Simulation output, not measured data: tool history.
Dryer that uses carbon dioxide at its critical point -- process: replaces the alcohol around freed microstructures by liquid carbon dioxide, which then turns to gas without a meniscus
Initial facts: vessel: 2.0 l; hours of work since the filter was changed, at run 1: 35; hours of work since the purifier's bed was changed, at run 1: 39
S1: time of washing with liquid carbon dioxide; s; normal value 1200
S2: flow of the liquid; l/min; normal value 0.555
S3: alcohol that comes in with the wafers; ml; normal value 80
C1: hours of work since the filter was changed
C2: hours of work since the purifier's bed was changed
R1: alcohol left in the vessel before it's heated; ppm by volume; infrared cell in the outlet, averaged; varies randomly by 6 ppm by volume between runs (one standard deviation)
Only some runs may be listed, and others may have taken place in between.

run 1 day=0.000 | S1=1200 S2=0.555 S3=80 | C1=35 C2=39 | R1=247
run 2 day=0.450 | S1=1200 S2=0.555 S3=80 | C1=41 C2=45 | R1=257
run 3 day=0.975 | S1=1200 S2=0.555 S3=80 | C1=49 C2=52 | R1=248
run 4 day=1.375 | S1=1200 S2=0.555 S3=80 | C1=54 C2=58 | R1=278
run 5 day=1.767 | S1=1500 S2=0.555 S3=80 | C1=59 C2=63 | R1=83
run 6 day=2.242 | S1=1200 S2=0.555 S3=80 | C1=66 C2=70 | R1=271
run 7 day=2.804 | S1=1200 S2=0.555 S3=80 | C1=74 C2=77 | R1=274
run 8 day=3.246 | S1=1200 S2=0.555 S3=80 | C1=80 C2=84 | R1=276
run 9 day=3.517 | S1=1200 S2=0.758 S3=80 | C1=83 C2=87 | R1=57
run 10 day=3.925 | S1=1200 S2=0.758 S3=80 | C1=89 C2=93 | R1=44
run 11 day=4.296 | S1=1200 S2=0.758 S3=80 | C1=94 C2=98 | R1=57
run 12 day=4.600 | S1=1200 S2=0.758 S3=80 | C1=98 C2=102 | R1=61
run 13 day=5.158 | S1=1200 S2=0.555 S3=41 | C1=106 C2=110 | R1=157
run 14 day=5.483 | S1=1200 S2=0.555 S3=80 | C1=110 C2=114 | R1=308
run 15 day=5.804 | S1=1200 S2=0.555 S3=80 | C1=115 C2=119 | R1=289
run 16 day=6.104 | S1=1200 S2=0.457 S3=80 | C1=119 C2=123 | R1=704
run 17 day=6.438 | S1=1500 S2=0.555 S3=80 | C1=123 C2=127 | R1=104
run 18 day=6.962 | S1=1200 S2=0.555 S3=80 | C1=131 C2=134 | R1=308
run 19 day=7.479 | S1=1200 S2=0.440 S3=65 | C1=138 C2=141 | R1=712
run 20 day=7.750 | S1=960 S2=0.440 S3=33 | C1=141 C2=145 | R1=797
run 21 day=8.158 | S1=1860 S2=0.440 S3=114 | C1=147 C2=151 | R1=169
run 22 day=8.575 | S1=1380 S2=0.338 S3=113 | C1=153 C2=156 | R1=2059
run 23 day=9.142 | S1=1200 S2=0.555 S3=50 | C1=160 C2=164 | R1=224
run 24 day=9.433 | S1=1740 S2=0.487 S3=24 | C1=164 C2=168 | R1=53
run 25 day=9.788 | S1=1380 S2=0.788 S3=43 | C1=169 C2=173 | R1=42
run 26 day=10.350 | S1=1200 S2=0.430 S3=80 | C1=177 C2=181 | R1=1012
run 27 day=10.721 | S1=1800 S2=0.555 S3=108 | C1=182 C2=186 | R1=62
run 28 day=11.083 | S1=1800 S2=0.674 S3=48 | C1=187 C2=191 | R1=31
run 29 day=11.479 | S1=780 S2=0.752 S3=71 | C1=192 C2=196 | R1=520
run 30 day=11.854 | S1=780 S2=0.752 S3=71 | C1=198 C2=201 | R1=528
run 31 day=12.375 | S1=1920 S2=0.354 S3=34 | C1=205 C2=209 | R1=186
-- day=12.758 inlet filter changed
run 32 day=12.867 | S1=1500 S2=0.907 S3=54 | C1=1 C2=215 | R1=35
run 33 day=13.304 | S1=1500 S2=0.907 S3=110 | C1=8 C2=221 | R1=34
run 34 day=13.704 | S1=1380 S2=0.555 S3=51 | C1=13 C2=226 | R1=100
run 35 day=13.975 | S1=1860 S2=0.555 S3=51 | C1=17 C2=230 | R1=37
run 36 day=14.525 | S1=1440 S2=0.555 S3=23 | C1=24 C2=237 | R1=62

Some steps in R1 between neighbouring runs. How much of each would the tool show without its hidden state too (settings, what came in, random variation), and how much is left for the hidden state, with any gauge scatter that isn't in both results?
Hidden state present: flow that reaches the vessel past the clogged filter, %; alcohol in the recycled carbon dioxide, ppm; drift of the gauge itself on alcohol_ppm, %.
Run 21 -> 22: S1 1860 -> 1380, S2 0.440 -> 0.338, S3 114 -> 113. R1 +1890 ppm by volume: hidden state +385, all else +1505.
Run 22 -> 23: S1 1380 -> 1200, S2 0.338 -> 0.555, S3 113 -> 50. R1 -1835 ppm by volume: hidden state -373, all else -1462.
Run 25 -> 26: S1 1380 -> 1200, S2 0.788 -> 0.430, S3 43 -> 80. R1 +970 ppm by volume: hidden state +262, all else +708.

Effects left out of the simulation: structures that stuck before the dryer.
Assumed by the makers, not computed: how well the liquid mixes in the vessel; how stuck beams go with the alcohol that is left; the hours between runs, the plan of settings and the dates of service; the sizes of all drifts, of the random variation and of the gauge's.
